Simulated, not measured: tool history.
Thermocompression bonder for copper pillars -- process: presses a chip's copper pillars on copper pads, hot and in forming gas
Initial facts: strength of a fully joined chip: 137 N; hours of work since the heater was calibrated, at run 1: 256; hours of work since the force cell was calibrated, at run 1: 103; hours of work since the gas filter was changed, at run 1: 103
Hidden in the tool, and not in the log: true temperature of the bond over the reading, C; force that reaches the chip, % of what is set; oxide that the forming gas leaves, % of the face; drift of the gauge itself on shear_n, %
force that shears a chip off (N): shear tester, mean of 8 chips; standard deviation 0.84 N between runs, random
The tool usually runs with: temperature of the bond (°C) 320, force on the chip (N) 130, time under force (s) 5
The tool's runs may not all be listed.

run,day,temperature of the bond (°C),force on the chip (N),time under force (s),hours of work since the heater was calibrated,hours of work since the force cell was calibrated,hours of work since the gas filter was changed,force that shears a chip off (N)
1,0,320,130,5,256,103,103,82.9
2,0.921,320,186,5,266,113,113,97.3
3,2.158,320,186,5,280,126,126,97.1
4,2.946,320,186,5,288,134,134,96.2
5,3.492,320,186,5,294,140,140,96.4
6,4.504,320,130,5,305,151,151,82.1
7,5.617,297,130,5,317,163,163,68.8
8,6.175,297,130,5,323,169,169,68.9
9,6.758,320,130,5,329,176,176,80.7
10,7.879,320,130,5,342,188,188,78.6
11,8.904,320,130,5,353,199,199,80.2
12,9.621,320,130,5,360,207,207,77.4
13,10.388,335,130,5,369,215,215,86.1
14,11.35,335,130,5,379,226,226,84.3
15,12.192,335,130,5,388,235,235,85.3
16,12.783,332,130,5,395,241,241,84
17,13.833,320,94,5,406,252,252,64.4
# day 14.296: forming gas filter changed
18,15.004,320,130,5,418,265,8,85.4
19,16.038,320,130,5,430,276,19,85.2
20,17.317,320,99,5,443,290,33,71.1
21,18.017,320,99,5,451,297,40,71.3
22,18.908,320,116,3,461,307,50,66.4
23,19.771,294,106,5,470,316,59,59.8
24,20.571,340,140,8,479,325,68,107.3
25,21.667,340,140,9,491,337,80,109.6
26,22.883,300,130,5,504,350,93,71.9
27,24.121,300,130,5,517,364,106,70.3
28,25.225,300,79,8,529,376,118,61.7
29,26.446,307,82,5,542,389,132,54.4
30,27.612,307,149,5,555,401,144,78.7
31,28.367,302,108,9,563,410,152,73.9
32,28.95,320,156,9,569,416,159,99
33,29.912,315,130,8,580,426,169,85.5
34,30.471,299,140,8,586,432,175,81.1
35,31.058,304,147,8,592,439,182,84
36,31.942,310,194,5,602,448,191,86.6
37,32.904,310,194,5,612,459,202,86.8
38,33.871,310,194,5,623,469,212,86.8
39,34.729,312,134,6,632,479,221,77.1

3 ways to go on from here, each from the tool as it stands after run 39. What would each give?
A,35.317,328,156,6,638,485,228,?
B,35.317,325,170,5,638,485,228,?
C,35.317,312,91,8,638,485,228,?

run,force that shears a chip off (N)
A,90.8
B,88.3
C,68.4
What these runs would have given with no unlogged condition in the tool:
run,force that shears a chip off (N)
A,106.9
B,104.2
C,82.8
